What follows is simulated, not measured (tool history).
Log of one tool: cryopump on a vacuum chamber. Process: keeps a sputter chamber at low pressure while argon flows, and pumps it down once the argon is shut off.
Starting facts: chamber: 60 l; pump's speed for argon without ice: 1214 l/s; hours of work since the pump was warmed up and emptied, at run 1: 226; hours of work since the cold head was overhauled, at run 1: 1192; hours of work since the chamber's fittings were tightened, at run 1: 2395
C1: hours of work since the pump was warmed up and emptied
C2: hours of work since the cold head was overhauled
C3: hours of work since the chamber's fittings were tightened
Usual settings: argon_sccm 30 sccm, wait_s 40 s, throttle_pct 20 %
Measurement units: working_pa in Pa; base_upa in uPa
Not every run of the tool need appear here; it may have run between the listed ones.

{"run": 1, "hour": 0.0, "argon_sccm": 30, "wait_s": 40, "throttle_pct": 20, "C1": 226, "C2": 1192, "C3": 2395, "working_pa": 0.2155, "base_upa": 3.85}
{"run": 2, "hour": 33.4, "argon_sccm": 30, "wait_s": 40, "throttle_pct": 20, "C1": 251, "C2": 1217, "C3": 2420, "working_pa": 0.2173, "base_upa": 3.98}
{"run": 3, "hour": 65.8, "argon_sccm": 30, "wait_s": 40, "throttle_pct": 20, "C1": 275, "C2": 1241, "C3": 2445, "working_pa": 0.2188, "base_upa": 4.17}
{"run": 4, "hour": 91.8, "argon_sccm": 30, "wait_s": 40, "throttle_pct": 54, "C1": 295, "C2": 1261, "C3": 2464, "working_pa": 0.0885, "base_upa": 3.99}
{"run": 5, "hour": 119.4, "argon_sccm": 16, "wait_s": 40, "throttle_pct": 20, "C1": 316, "C2": 1281, "C3": 2485, "working_pa": 0.1167, "base_upa": 4.16}
{"run": 6, "hour": 149.9, "argon_sccm": 16, "wait_s": 40, "throttle_pct": 20, "C1": 338, "C2": 1304, "C3": 2507, "working_pa": 0.1186, "base_upa": 4.11}
{"run": 7, "hour": 182.4, "argon_sccm": 30, "wait_s": 40, "throttle_pct": 20, "C1": 363, "C2": 1328, "C3": 2532, "working_pa": 0.2236, "base_upa": 4.21}
{"run": 8, "hour": 201.2, "argon_sccm": 30, "wait_s": 40, "throttle_pct": 20, "C1": 377, "C2": 1342, "C3": 2546, "working_pa": 0.223, "base_upa": 4.34}
{"run": 9, "hour": 231.2, "argon_sccm": 30, "wait_s": 40, "throttle_pct": 20, "C1": 399, "C2": 1365, "C3": 2568, "working_pa": 0.2246, "base_upa": 4.38}
{"run": 10, "hour": 248.9, "argon_sccm": 30, "wait_s": 40, "throttle_pct": 20, "C1": 412, "C2": 1378, "C3": 2581, "working_pa": 0.2259, "base_upa": 4.31}
{"run": 11, "hour": 271.3, "argon_sccm": 30, "wait_s": 40, "throttle_pct": 20, "C1": 429, "C2": 1395, "C3": 2598, "working_pa": 0.2253, "base_upa": 4.34}
{"run": 12, "hour": 308.0, "argon_sccm": 30, "wait_s": 40, "throttle_pct": 38, "C1": 457, "C2": 1422, "C3": 2626, "working_pa": 0.1289, "base_upa": 4.43}
{"hour": 316.3, "done": "pump warmed up, emptied and cooled again"}
{"run": 13, "hour": 344.8, "argon_sccm": 16, "wait_s": 54, "throttle_pct": 50, "C1": 21, "C2": 1446, "C3": 2649, "working_pa": 0.0454, "base_upa": 3.23}
{"run": 14, "hour": 375.7, "argon_sccm": 16, "wait_s": 54, "throttle_pct": 50, "C1": 44, "C2": 1469, "C3": 2673, "working_pa": 0.0459, "base_upa": 3.23}
{"run": 15, "hour": 404.9, "argon_sccm": 22, "wait_s": 40, "throttle_pct": 58, "C1": 66, "C2": 1491, "C3": 2694, "working_pa": 0.0547, "base_upa": 3.95}
{"run": 16, "hour": 424.5, "argon_sccm": 22, "wait_s": 40, "throttle_pct": 45, "C1": 81, "C2": 1506, "C3": 2709, "working_pa": 0.0714, "base_upa": 3.97}
{"run": 17, "hour": 451.4, "argon_sccm": 22, "wait_s": 40, "throttle_pct": 45, "C1": 101, "C2": 1526, "C3": 2729, "working_pa": 0.071, "base_upa": 3.93}
{"run": 18, "hour": 479.6, "argon_sccm": 30, "wait_s": 30, "throttle_pct": 25, "C1": 122, "C2": 1547, "C3": 2750, "working_pa": 0.1724, "base_upa": 4.72}
{"run": 19, "hour": 513.6, "argon_sccm": 30, "wait_s": 30, "throttle_pct": 25, "C1": 147, "C2": 1572, "C3": 2776, "working_pa": 0.173, "base_upa": 4.95}
{"run": 20, "hour": 547.6, "argon_sccm": 30, "wait_s": 52, "throttle_pct": 34, "C1": 173, "C2": 1598, "C3": 2801, "working_pa": 0.13, "base_upa": 3.51}
{"run": 21, "hour": 587.5, "argon_sccm": 16, "wait_s": 206, "throttle_pct": 23, "C1": 203, "C2": 1628, "C3": 2831, "working_pa": 0.1002, "base_upa": 2.13}
{"run": 22, "hour": 626.1, "argon_sccm": 16, "wait_s": 206, "throttle_pct": 23, "C1": 232, "C2": 1656, "C3": 2860, "working_pa": 0.1014, "base_upa": 2.18}

5 ways to go on from here, each from the tool as it stands after run 22. What would each give?
{"run": "A", "hour": 656.4, "argon_sccm": 27, "wait_s": 241, "throttle_pct": 32, "C1": 254, "C2": 1679, "C3": 2882, "working_pa": "?", "base_upa": "?"}
{"run": "B", "hour": 656.4, "argon_sccm": 30, "wait_s": 64, "throttle_pct": 20, "C1": 254, "C2": 1679, "C3": 2882, "working_pa": "?", "base_upa": "?"}
{"run": "C", "hour": 656.4, "argon_sccm": 16, "wait_s": 29, "throttle_pct": 23, "C1": 254, "C2": 1679, "C3": 2882, "working_pa": "?", "base_upa": "?"}
{"run": "D", "hour": 656.4, "argon_sccm": 16, "wait_s": 206, "throttle_pct": 15, "C1": 254, "C2": 1679, "C3": 2882, "working_pa": "?", "base_upa": "?"}
{"run": "E", "hour": 656.4, "argon_sccm": 16, "wait_s": 74, "throttle_pct": 23, "C1": 254, "C2": 1679, "C3": 2882, "working_pa": "?", "base_upa": "?"}

run=A working_pa=0.1266 base_upa=2.20
run=B working_pa=0.2182 base_upa=3.28
run=C working_pa=0.1022 base_upa=5.20
run=D working_pa=0.1538 base_upa=2.22
run=E working_pa=0.1015 base_upa=3.19
What these runs would have given with no unlogged condition in the tool:
run=A working_pa=0.1175 base_upa=0.68
run=B working_pa=0.2082 base_upa=1.78
run=C working_pa=0.0969 base_upa=3.70
run=D working_pa=0.1484 base_upa=0.72
run=E working_pa=0.0961 base_upa=1.64
